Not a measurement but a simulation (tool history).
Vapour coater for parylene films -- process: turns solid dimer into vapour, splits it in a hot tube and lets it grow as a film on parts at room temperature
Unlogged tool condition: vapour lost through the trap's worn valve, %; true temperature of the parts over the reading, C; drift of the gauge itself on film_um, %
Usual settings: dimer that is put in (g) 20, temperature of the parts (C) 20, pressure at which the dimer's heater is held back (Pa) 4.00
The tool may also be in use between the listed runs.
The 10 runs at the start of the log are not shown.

run     day  dimer that is put in (g)  temperature of the parts (C)  pressure at which the dimer's heater is held back (Pa)  hours of work since the trap's valve was overhauled  hours of work since the table's thermometer was calibrated  thickness of the film (µm)
 11  17.354                        20                            20                                                    4.00                                                  222                                                         383                        4.66
     18.300  -- trap's valve overhauled, once more
 12  18.996                        20                            20                                                    4.00                                                   10                                                         405                        5.27
 13  20.079                        20                            20                                                    4.00                                                   26                                                         420                        5.25
 14  22.696                        20                            20                                                    4.00                                                   64                                                         458                        5.18
 15  25.138                        20                            20                                                    4.00                                                   99                                                         494                        5.20
 16  26.321                        20                            20                                                    4.00                                                  117                                                         511                        5.17
 17  28.921                        20                            20                                                    6.58                                                  154                                                         549                        4.69
 18  30.992                        23                            20                                                    6.58                                                  184                                                         579                        5.40
 19  32.092                        20                            13                                                    4.00                                                  200                                                         595                        7.01
 20  33.846                        20                            13                                                    4.00                                                  226                                                         620                        7.08
 21  35.575                        20                            13                                                    4.00                                                  251                                                         645                        7.04
 22  37.388                        20                            13                                                    4.00                                                  277                                                         672                        7.03
 23  38.900                        20                            13                                                    4.00                                                  299                                                         694                        7.01
 24  40.875                        20                            16                                                    4.00                                                  328                                                         722                        6.09
 25  42.192                        35                            29                                                    2.13                                                  347                                                         742                        6.57
 26  43.317                        35                            29                                                    2.13                                                  363                                                         758                        6.56
     44.792  -- trap's valve overhauled
 27  45.079                        35                            29                                                    2.13                                                    4                                                         781                        6.97
 28  46.804                        26                            14                                                    8.38                                                   29                                                         806                        7.91
 29  48.942                        15                            14                                                    8.38                                                   60                                                         837                        4.54
 30  51.517                        30                            17                                                    9.98                                                   98                                                         875                        7.61
 31  53.154                        30                            17                                                    9.98                                                  122                                                         898                        7.59
 32  55.471                        20                            18                                                    4.00                                                  155                                                         932                        5.75
 33  57.717                        26                            23                                                    2.73                                                  188                                                         965                        6.35
 34  60.067                        26                            23                                                    2.73                                                  222                                                         999                        6.38
 35  62.750                        25                            23                                                    8.12                                                  261                                                        1038                        4.92

What does the tool deliver on the next run?
 36  65.104                        20                            20                                                    4.00                                                  295                                                        1072                           ?

Run 36 measured thickness of the film (µm) 5.15.
With no hidden state in the tool, this same run would have given thickness of the film (µm) 5.17.

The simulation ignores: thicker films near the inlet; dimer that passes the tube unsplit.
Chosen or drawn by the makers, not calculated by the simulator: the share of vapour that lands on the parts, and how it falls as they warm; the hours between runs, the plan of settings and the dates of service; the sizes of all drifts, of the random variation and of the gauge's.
